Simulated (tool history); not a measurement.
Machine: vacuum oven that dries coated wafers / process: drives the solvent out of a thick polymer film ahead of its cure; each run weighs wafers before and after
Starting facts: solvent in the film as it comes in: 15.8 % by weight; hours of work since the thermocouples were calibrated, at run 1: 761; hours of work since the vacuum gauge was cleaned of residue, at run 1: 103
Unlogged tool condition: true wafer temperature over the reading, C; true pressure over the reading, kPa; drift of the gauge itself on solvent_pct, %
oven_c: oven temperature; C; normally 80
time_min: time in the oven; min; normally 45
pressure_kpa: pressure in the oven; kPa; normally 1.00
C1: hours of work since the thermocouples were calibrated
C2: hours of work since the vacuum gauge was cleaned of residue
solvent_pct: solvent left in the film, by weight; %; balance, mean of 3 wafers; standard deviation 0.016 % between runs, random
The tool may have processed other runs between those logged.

{"run": 1, "hour": 0.0, "oven_c": 80, "time_min": 45, "pressure_kpa": 1.0, "C1": 761, "C2": 103, "solvent_pct": 0.88}
{"run": 2, "hour": 18.8, "oven_c": 80, "time_min": 45, "pressure_kpa": 1.0, "C1": 770, "C2": 112, "solvent_pct": 0.91}
{"run": 3, "hour": 26.7, "oven_c": 80, "time_min": 45, "pressure_kpa": 1.0, "C1": 773, "C2": 116, "solvent_pct": 0.9}
{"run": 4, "hour": 45.7, "oven_c": 80, "time_min": 45, "pressure_kpa": 0.62, "C1": 782, "C2": 125, "solvent_pct": 0.7}
{"run": 5, "hour": 56.6, "oven_c": 80, "time_min": 45, "pressure_kpa": 0.62, "C1": 787, "C2": 130, "solvent_pct": 0.67}
{"run": 6, "hour": 67.3, "oven_c": 80, "time_min": 38, "pressure_kpa": 1.0, "C1": 792, "C2": 135, "solvent_pct": 1.14}
{"run": 7, "hour": 80.0, "oven_c": 66, "time_min": 38, "pressure_kpa": 1.0, "C1": 798, "C2": 141, "solvent_pct": 4.19}

Forecast run 8:
{"run": 8, "hour": 90.1, "oven_c": 68, "time_min": 45, "pressure_kpa": 0.54, "C1": 803, "C2": 145, "solvent_pct": "?"}

{"run 8": {"solvent_pct": 2.55}}
On a tool with no hidden condition, and with the same random variation, this run would have come out at solvent_pct 3.03 %.
